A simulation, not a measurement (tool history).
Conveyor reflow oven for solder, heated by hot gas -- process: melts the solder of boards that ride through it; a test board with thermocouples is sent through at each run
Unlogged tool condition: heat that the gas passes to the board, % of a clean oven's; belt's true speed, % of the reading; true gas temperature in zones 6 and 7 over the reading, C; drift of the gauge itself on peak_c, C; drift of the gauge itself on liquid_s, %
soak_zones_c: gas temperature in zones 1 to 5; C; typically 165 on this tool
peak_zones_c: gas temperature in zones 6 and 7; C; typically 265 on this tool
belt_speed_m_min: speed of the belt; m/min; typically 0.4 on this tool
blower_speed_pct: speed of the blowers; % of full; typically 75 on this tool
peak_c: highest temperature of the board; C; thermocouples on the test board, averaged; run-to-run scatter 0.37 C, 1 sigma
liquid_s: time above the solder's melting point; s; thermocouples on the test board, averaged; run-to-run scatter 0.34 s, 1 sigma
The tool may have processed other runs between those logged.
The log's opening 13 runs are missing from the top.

| run | hour | soak_zones_c | peak_zones_c | belt_speed_m_min | blower_speed_pct | hours of work since the flux was cleaned out | hours of work since the belt drive was overhauled | hours of work since the thermocouples were changed | peak_c | liquid_s |
|---|---|---|---|---|---|---|---|---|---|---|
| 14 | 264.5 | 161 | 265 | 0.4 | 75 | 58 | 493 | 566 | 247.9 | 60.8 |
| 15 | 281.1 | 165 | 278 | 0.4 | 75 | 69 | 504 | 577 | 259.5 | 71.4 |
| 16 | 296.5 | 165 | 278 | 0.4 | 75 | 79 | 514 | 587 | 260.1 | 70.9 |
| 17 | 317.4 | 165 | 278 | 0.4 | 75 | 93 | 528 | 601 | 260.8 | 71.5 |
| 18 | 328.2 | 165 | 280 | 0.338 | 81 | 101 | 535 | 608 | 268.8 | 91.4 |
| 19 | 347.4 | 162 | 273 | 0.383 | 75 | 113 | 548 | 621 | 256.5 | 71.3 |
| 20 | 369.5 | 167 | 275 | 0.4 | 75 | 128 | 563 | 636 | 258.2 | 70.1 |
| 21 | 382.7 | 167 | 275 | 0.4 | 75 | 137 | 572 | 645 | 257.4 | 69.8 |
| 22 | 399.5 | 166 | 280 | 0.4 | 75 | 148 | 583 | 656 | 262.4 | 72.7 |
| 23 | 418.6 | 166 | 270 | 0.4 | 70 | 161 | 596 | 669 | 251.5 | 65.3 |
|  | 425.5 | flux residue cleaned out of gas plates and filters |
| 24 | 436.7 | 173 | 276 | 0.339 | 84 | 7 | 604 | 678 | 266.2 | 94 |
| 25 | 450.8 | 165 | 265 | 0.4 | 63 | 17 | 614 | 687 | 246 | 58.6 |
| 26 | 461.9 | 167 | 275 | 0.448 | 85 | 24 | 621 | 694 | 257.4 | 62 |
| 27 | 475.7 | 178 | 275 | 0.386 | 61 | 33 | 630 | 704 | 256.8 | 76.1 |
| 28 | 495.2 | 157 | 272 | 0.44 | 61 | 46 | 643 | 717 | 245.4 | 48.8 |
| 29 | 516.1 | 157 | 272 | 0.44 | 61 | 60 | 657 | 731 | 245.4 | 49.1 |
| 30 | 541.5 | 157 | 272 | 0.44 | 61 | 77 | 674 | 748 | 245.6 | 49.4 |

Here are 5 independent what-if runs from the current tool condition. What would each one return?
| A | 559.4 | 157 | 256 | 0.44 | 61 | 89 | 686 | 760 | ? | ? |
| B | 559.4 | 165 | 261 | 0.4 | 62 | 89 | 686 | 760 | ? | ? |
| C | 559.4 | 153 | 272 | 0.44 | 61 | 89 | 686 | 760 | ? | ? |
| D | 559.4 | 166 | 272 | 0.393 | 63 | 89 | 686 | 760 | ? | ? |
| E | 559.4 | 151 | 274 | 0.379 | 61 | 89 | 686 | 760 | ? | ? |

| run | peak_c | liquid_s |
|---|---|---|
| A | 231.6 | 32.9 |
| B | 241.2 | 54.1 |
| C | 244.5 | 46.7 |
| D | 252 | 66.6 |
| E | 252.3 | 63.4 |
Take away the tool's hidden state, keep each run's random variation, and the runs would have read:
| run | peak_c | liquid_s |
|---|---|---|
| A | 233.4 | 34.7 |
| B | 243 | 55.2 |
| C | 246.2 | 47.5 |
| D | 253.9 | 67 |
| E | 254.2 | 63.9 |
